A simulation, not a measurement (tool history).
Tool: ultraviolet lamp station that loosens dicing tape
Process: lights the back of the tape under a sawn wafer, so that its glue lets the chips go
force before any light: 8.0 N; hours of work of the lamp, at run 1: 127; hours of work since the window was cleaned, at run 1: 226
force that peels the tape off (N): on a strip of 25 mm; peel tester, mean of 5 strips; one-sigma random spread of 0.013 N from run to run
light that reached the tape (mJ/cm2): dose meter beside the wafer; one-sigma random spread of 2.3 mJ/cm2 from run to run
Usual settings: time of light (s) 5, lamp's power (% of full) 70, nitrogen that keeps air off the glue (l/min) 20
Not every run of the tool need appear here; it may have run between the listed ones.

run	hour	time of light (s)	lamp's power (% of full)	nitrogen that keeps air off the glue (l/min)	hours of work of the lamp	hours of work since the window was cleaned	force that peels the tape off (N)	light that reached the tape (mJ/cm2)
1	0.0	5	70	20	127	226	0.708	227
2	9.3	5	70	20	132	232	0.746	227
3	20.6	5	70	20	139	238	0.716	228
4	32.9	5	70	20	146	245	0.737	224
5	39.9	5	97	20	150	249	0.347	309
6	47.5	5	70	12	154	254	0.976	221
7	61.6	7	79	16	162	262	0.301	354
8	72.5	4	86	16	169	268	0.868	220
9	85.6	3	65	16	176	276	2.264	125
10	98.9	5	70	35	184	283	0.604	221
11	107.5	5	70	35	189	288	0.584	221

What if the next run were any one of these 3? Each begins from the tool's condition after run 11:
A	116.4	9	96	6	194	293	?	?
B	116.4	9	99	29	194	293	?	?
C	116.4	4	79	35	194	293	?	?

run	force that peels the tape off (N)	light that reached the tape (mJ/cm2)
A	0.217	550
B	0.118	562
C	0.760	195
Without the tool's hidden state the same runs would have given:
run	force that peels the tape off (N)	light that reached the tape (mJ/cm2)
A	0.181	604
B	0.113	619
C	0.616	214

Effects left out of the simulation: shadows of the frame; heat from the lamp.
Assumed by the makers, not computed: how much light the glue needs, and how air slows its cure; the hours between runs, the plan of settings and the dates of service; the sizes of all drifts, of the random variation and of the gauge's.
